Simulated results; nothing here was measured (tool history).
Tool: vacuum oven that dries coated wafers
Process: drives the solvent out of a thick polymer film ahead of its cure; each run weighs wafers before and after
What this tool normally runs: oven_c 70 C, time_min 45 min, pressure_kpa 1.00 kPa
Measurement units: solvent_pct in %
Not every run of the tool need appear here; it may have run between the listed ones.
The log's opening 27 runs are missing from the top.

run    hour  oven_c  time_min  pressure_kpa  hours of work since the thermocouples were calibrated  hours of work since the vacuum gauge was cleaned of residue  solvent_pct
 28  2650.1      60        45          0.61                                                    234                                                          745         4.24
 29  2737.0      69        30          3.97                                                    295                                                          806         5.61
 30  2819.2      69        30          3.97                                                    353                                                          864         5.56
 31  2916.2      69        68          2.60                                                    422                                                          933         2.55
 32  3029.4      82        68          2.60                                                    502                                                         1013         1.42
 33  3160.4      82        68          2.60                                                    595                                                         1106         1.40
 34  3236.5      82        68          2.60                                                    649                                                         1160         1.40
 35  3317.6      81        31          1.00                                                    706                                                         1217         0.69
     3343.8  -- oven's thermocouples calibrated
 36  3449.6      81        31          1.00                                                     75                                                         1310         0.70

What does the tool deliver on the next run?
 37  3543.6      79        50          1.00                                                    142                                                         1376            ?

Run 37 measured solvent_pct 0.63 %.
If the tool had no hidden condition, the same run with the same run-to-run variation would have returned solvent_pct 0.63 %.
